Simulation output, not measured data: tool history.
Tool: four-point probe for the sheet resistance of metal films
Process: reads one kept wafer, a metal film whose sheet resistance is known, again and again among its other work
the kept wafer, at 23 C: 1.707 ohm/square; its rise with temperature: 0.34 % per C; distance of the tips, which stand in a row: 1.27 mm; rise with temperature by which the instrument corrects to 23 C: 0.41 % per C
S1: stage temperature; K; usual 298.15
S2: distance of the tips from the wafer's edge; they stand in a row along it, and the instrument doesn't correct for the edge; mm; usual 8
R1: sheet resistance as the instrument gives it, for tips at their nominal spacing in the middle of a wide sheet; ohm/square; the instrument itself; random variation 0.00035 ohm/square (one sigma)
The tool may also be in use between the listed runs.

Run 1, day 0.000: usual settings. Result: R1 1.737502 ohm/square.
Run 2, day 1.579: usual settings. Result: R1 1.737300 ohm/square.
Run 3, day 2.962: usual settings. Result: R1 1.737272 ohm/square.
Run 4, day 5.275: usual settings. Result: R1 1.737283 ohm/square.
Run 5, day 7.662: usual settings. Result: R1 1.738398 ohm/square.
Run 6, day 10.288: usual settings. Result: R1 1.737986 ohm/square.
Run 7, day 12.408: usual settings. Result: R1 1.737938 ohm/square.
Run 8, day 14.279: usual settings. Result: R1 1.738530 ohm/square.
Run 9, day 15.762: usual settings. Result: R1 1.738676 ohm/square.
Run 10, day 17.529: usual settings. Result: R1 1.737706 ohm/square.
Run 11, day 19.254: usual settings. Result: R1 1.738033 ohm/square.
At day 19.450: stage's thermometer calibrated.
Run 12, day 21.650: usual settings. Result: R1 1.739555 ohm/square.
Run 13, day 24.125: usual settings but S1 300.15 K, S2 48 mm. Result: R1 1.715377 ohm/square.
Run 14, day 25.871: usual settings but S1 300.15 K, S2 48 mm. Result: R1 1.715251 ohm/square.
Run 15, day 28.275: usual settings but S1 300.15 K, S2 48 mm. Result: R1 1.714866 ohm/square.
At day 28.512: stage's thermometer calibrated, once more.
Run 16, day 29.917: usual settings but S1 300.15 K, S2 48 mm. Result: R1 1.712995 ohm/square.
Run 17, day 31.567: usual settings but S1 300.15 K, S2 48 mm. Result: R1 1.713698 ohm/square.
Run 18, day 33.154: usual settings but S1 303.15 K, S2 48 mm. Result: R1 1.709765 ohm/square.
Run 19, day 34.838: usual settings but S1 297.15 K, S2 48 mm. Result: R1 1.716634 ohm/square.
Run 20, day 36.608: usual settings but S1 306.15 K, S2 5 mm. Result: R1 1.763639 ohm/square.
Run 21, day 38.512: usual settings but S1 306.15 K, S2 5 mm. Result: R1 1.763327 ohm/square.
Run 22, day 40.046: usual settings but S1 299.15 K, S2 5 mm. Result: R1 1.771068 ohm/square.
Run 23, day 41.104: usual settings but S1 299.15 K, S2 5 mm. Result: R1 1.772623 ohm/square.

Hidden state or all else? Some run-to-run changes of R1, split into what the settings, what came in and random variation would give without the hidden state, and what is left for the hidden state (with any gauge scatter that isn't in both results):
The hidden state here: inner tips' distance over the nominal, %; tips' flats over new ones', %; wafer's true temperature over the reading, C; drift of the gauge itself on sheet_ohm, %.
Run 11 -> 12: stage's thermometer calibrated. R1 +0.001522 ohm/square: hidden state +0.000495, all else +0.001027.
Run 12 -> 13: S1 298.15 -> 300.15, S2 8 -> 48. R1 -0.024178 ohm/square: hidden state +0.000011, all else -0.024189.
Run 15 -> 16: stage's thermometer calibrated, once more. R1 -0.001871 ohm/square: hidden state -0.002069, all else +0.000198.
Run 19 -> 20: S1 297.15 -> 306.15, S2 48 -> 5. R1 +0.047005 ohm/square: hidden state +0.000396, all else +0.046609.
